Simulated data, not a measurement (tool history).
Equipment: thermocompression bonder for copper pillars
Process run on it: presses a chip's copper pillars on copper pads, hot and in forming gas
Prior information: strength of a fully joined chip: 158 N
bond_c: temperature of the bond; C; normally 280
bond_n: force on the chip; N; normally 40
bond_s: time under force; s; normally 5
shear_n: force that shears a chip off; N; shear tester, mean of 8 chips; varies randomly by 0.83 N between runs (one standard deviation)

run,hour,bond_c,bond_n,bond_s,shear_n
1,0.0,280,40,5,66.5
2,12.0,280,40,5,64.9
3,35.2,280,40,6,69.8
4,57.5,280,40,6,70.0
5,71.7,280,40,5,64.2
6,88.2,280,40,5,63.8
7,100.9,280,40,5,64.0
8,115.6,292,40,5,70.8
9,132.9,280,40,12,85.5
10,152.6,280,40,12,86.1
11,170.4,280,40,12,85.8
12,185.7,280,40,12,85.4
# hour 210.1: forming gas filter changed
13,210.6,280,40,12,87.0
14,231.5,280,40,5,63.6
15,255.7,280,40,5,65.1
16,272.0,280,40,10,82.2
17,291.6,280,40,5,63.3
18,306.0,280,40,5,63.3
# hour 309.4: force cell calibrated
19,325.9,280,40,5,62.8
20,340.5,280,40,5,61.9
21,359.5,280,40,5,60.8
22,376.4,260,57,11,93.9
23,400.6,304,29,5,55.7
24,414.0,304,28,5,52.6
25,425.7,259,57,5,70.1
# hour 432.3: force cell calibrated, once more
26,450.3,270,40,5,55.0
27,466.6,270,40,5,54.5
28,487.6,305,34,5,67.2
29,502.0,272,30,12,57.6
30,524.6,272,30,12,56.8
31,547.6,280,26,3,30.0
32,563.4,280,26,3,28.8
33,585.4,292,54,4,82.9
34,609.3,258,54,6,67.9
35,634.5,258,45,6,55.7
# hour 636.1: forming gas filter changed
36,650.3,297,24,5,40.6
37,670.7,297,24,5,40.3
38,684.4,297,24,5,39.5
39,698.0,297,24,5,39.9

Alternative continuations, all from the tool just after run 39; predict every row:
A,717.3,297,31,15,?
B,717.3,280,24,6,?
C,717.3,266,40,3,?

run,shear_n
A,82.9
B,36.1
C,42.0
What these runs would have given with no unlogged condition in the tool:
run,shear_n
A,90.7
B,40.9
C,47.5
